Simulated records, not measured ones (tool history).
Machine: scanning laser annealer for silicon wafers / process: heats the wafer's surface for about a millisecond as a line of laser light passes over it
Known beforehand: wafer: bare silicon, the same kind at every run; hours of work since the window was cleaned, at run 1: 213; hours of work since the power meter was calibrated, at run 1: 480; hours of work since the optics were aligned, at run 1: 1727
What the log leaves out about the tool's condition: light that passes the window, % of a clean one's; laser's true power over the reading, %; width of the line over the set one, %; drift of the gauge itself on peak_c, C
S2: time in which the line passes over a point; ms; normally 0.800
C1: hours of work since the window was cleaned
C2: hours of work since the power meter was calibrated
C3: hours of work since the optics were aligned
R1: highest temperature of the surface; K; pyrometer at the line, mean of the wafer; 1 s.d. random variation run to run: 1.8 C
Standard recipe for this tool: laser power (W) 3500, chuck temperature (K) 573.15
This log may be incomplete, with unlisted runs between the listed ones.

run 1 hour=0.0 | laser_power_(W)=3500 S2=0.800 chuck_temperature_(K)=573.15 | C1=213 C2=480 C3=1727 | R1=1312.15
run 2 hour=16.1 | laser_power_(W)=3500 S2=0.800 chuck_temperature_(K)=573.15 | C1=223 C2=491 C3=1737 | R1=1315.15
run 3 hour=31.9 | laser_power_(W)=3500 S2=0.800 chuck_temperature_(K)=570.15 | C1=233 C2=500 C3=1747 | R1=1313.15
run 4 hour=41.2 | laser_power_(W)=3500 S2=0.800 chuck_temperature_(K)=570.15 | C1=238 C2=506 C3=1753 | R1=1311.15
run 5 hour=51.9 | laser_power_(W)=3500 S2=0.800 chuck_temperature_(K)=570.15 | C1=245 C2=513 C3=1760 | R1=1311.15
run 6 hour=63.7 | laser_power_(W)=3500 S2=0.800 chuck_temperature_(K)=570.15 | C1=252 C2=520 C3=1767 | R1=1312.15
run 7 hour=75.5 | laser_power_(W)=3500 S2=0.800 chuck_temperature_(K)=570.15 | C1=260 C2=528 C3=1774 | R1=1314.15
run 8 hour=90.4 | laser_power_(W)=3500 S2=0.800 chuck_temperature_(K)=570.15 | C1=269 C2=537 C3=1784 | R1=1308.15
run 9 hour=105.2 | laser_power_(W)=3137 S2=0.800 chuck_temperature_(K)=573.15 | C1=278 C2=546 C3=1793 | R1=1218.15
run 10 hour=113.7 | laser_power_(W)=3500 S2=0.764 chuck_temperature_(K)=573.15 | C1=284 C2=551 C3=1798 | R1=1294.15
run 11 hour=132.2 | laser_power_(W)=3500 S2=0.764 chuck_temperature_(K)=573.15 | C1=295 C2=563 C3=1810 | R1=1297.15
run 12 hour=146.4 | laser_power_(W)=3500 S2=0.764 chuck_temperature_(K)=573.15 | C1=304 C2=572 C3=1818 | R1=1295.15
run 13 hour=163.6 | laser_power_(W)=3500 S2=0.800 chuck_temperature_(K)=569.15 | C1=315 C2=583 C3=1829 | R1=1315.15
run 14 hour=177.3 | laser_power_(W)=3500 S2=0.800 chuck_temperature_(K)=561.15 | C1=323 C2=591 C3=1838 | R1=1303.15
run 15 hour=186.6 | laser_power_(W)=3500 S2=0.800 chuck_temperature_(K)=561.15 | C1=329 C2=597 C3=1844 | R1=1302.15
run 16 hour=201.4 | laser_power_(W)=3490 S2=0.761 chuck_temperature_(K)=568.15 | C1=338 C2=606 C3=1853 | R1=1289.15
run 17 hour=213.9 | laser_power_(W)=3317 S2=0.671 chuck_temperature_(K)=573.15 | C1=346 C2=614 C3=1861 | R1=1202.15
run 18 hour=224.7 | laser_power_(W)=3317 S2=0.671 chuck_temperature_(K)=573.15 | C1=353 C2=621 C3=1867 | R1=1202.15
run 19 hour=234.7 | laser_power_(W)=3783 S2=0.678 chuck_temperature_(K)=611.15 | C1=359 C2=627 C3=1874 | R1=1357.15
run 20 hour=254.9 | laser_power_(W)=3783 S2=0.678 chuck_temperature_(K)=611.15 | C1=372 C2=640 C3=1886 | R1=1355.15
run 21 hour=265.6 | laser_power_(W)=3293 S2=0.618 chuck_temperature_(K)=551.15 | C1=378 C2=646 C3=1893 | R1=1145.15
run 22 hour=285.1 | laser_power_(W)=3037 S2=0.800 chuck_temperature_(K)=609.15 | C1=391 C2=658 C3=1905 | R1=1230.15
run 23 hour=305.2 | laser_power_(W)=3037 S2=0.800 chuck_temperature_(K)=609.15 | C1=403 C2=671 C3=1918 | R1=1229.15
run 24 hour=314.1 | laser_power_(W)=3353 S2=0.848 chuck_temperature_(K)=607.15 | C1=409 C2=676 C3=1923 | R1=1331.15
run 25 hour=333.6 | laser_power_(W)=3781 S2=0.610 chuck_temperature_(K)=554.15 | C1=421 C2=689 C3=1935 | R1=1256.15
run 26 hour=352.6 | laser_power_(W)=3712 S2=0.821 chuck_temperature_(K)=569.15 | C1=433 C2=701 C3=1947 | R1=1380.15
run 27 hour=370.7 | laser_power_(W)=3712 S2=0.821 chuck_temperature_(K)=569.15 | C1=444 C2=712 C3=1958 | R1=1381.15

Consider 3 possible next runs. They are alternatives, not a sequence: every one starts from the tool as it was left by run 27. What does each give?
-- hour=384.7 optics aligned, line set to its width
run A hour=389.9 | laser_power_(W)=3712 S2=0.596 chuck_temperature_(K)=607.15 | C1=453 C2=721 C3=3 | R1=?
-- hour=384.7 optics aligned, line set to its width
run B hour=389.9 | laser_power_(W)=3141 S2=0.629 chuck_temperature_(K)=569.15 | C1=453 C2=721 C3=3 | R1=?
-- hour=384.7 optics aligned, line set to its width
run C hour=389.9 | laser_power_(W)=3500 S2=0.856 chuck_temperature_(K)=573.15 | C1=453 C2=721 C3=3 | R1=?

run=A R1=1285.15
run=B R1=1133.15
run=C R1=1341.15
The same runs, with their run-to-run variation unchanged, on a tool lacking any hidden condition would have given:
run=A R1=1285.15
run=B R1=1134.15
run=C R1=1341.15

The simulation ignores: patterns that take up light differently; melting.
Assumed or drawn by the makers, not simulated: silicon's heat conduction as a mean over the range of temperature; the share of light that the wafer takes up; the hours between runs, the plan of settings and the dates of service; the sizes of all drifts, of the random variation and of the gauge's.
